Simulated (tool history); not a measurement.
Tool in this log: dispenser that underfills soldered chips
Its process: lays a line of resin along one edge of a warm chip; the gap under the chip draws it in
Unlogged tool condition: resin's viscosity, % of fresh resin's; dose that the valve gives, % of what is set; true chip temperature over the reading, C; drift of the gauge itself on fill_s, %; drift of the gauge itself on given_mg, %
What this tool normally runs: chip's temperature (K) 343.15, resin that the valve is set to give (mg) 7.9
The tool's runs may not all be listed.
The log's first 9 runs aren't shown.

run,hour,chip's temperature (K),resin that the valve is set to give (mg),hours of work since the syringe was changed,hours of work since the valve was cleaned,hours of work since the stage was calibrated,time until the resin shows at the far edge (s),resin that the valve gave (mg)
# hour 73.1: new syringe of resin
10,82.2,343.15,8.68,7,99,287,32.7,8.09
# hour 88.1: new syringe of resin
11,90.9,343.15,8.68,2,105,293,24.8,7.89
# hour 98.5: dispensing valve cleaned and set on the balance
12,102.7,343.15,8.68,10,3,301,38.4,8.71
# hour 104.1: new syringe of resin
13,109.8,343.15,7.87,4,8,306,28.2,7.91
# hour 119.6: new syringe of resin
14,120.7,343.15,7.87,1,16,314,23.1,7.78
15,132.2,358.15,7.9,9,24,322,19.5,7.69
# hour 134.3: new syringe of resin
16,137.5,332.15,7.9,2,28,326,42.5,7.68
17,147.7,332.15,7.9,10,35,334,67.8,7.6
# hour 149.7: new syringe of resin
18,159.4,343.15,7.9,7,44,342,33.9,7.59
# hour 165: new syringe of resin
19,168.5,346.15,9.09,3,50,348,22.7,8.66
20,176.9,338.15,9.09,9,56,355,47.1,8.67

Run 21, settings as shown, results not yet in. Your forecast:
# hour 180.2: new syringe of resin
21,182.7,341.15,9.91,2,60,359,?,?

Logged for run 21: time until the resin shows at the far edge (s) 26.5, resin that the valve gave (mg) 9.47.
Take away the tool's hidden state, keep the run-to-run variation as it was, and the same run would have given time until the resin shows at the far edge (s) 22.4, resin that the valve gave (mg) 9.96.
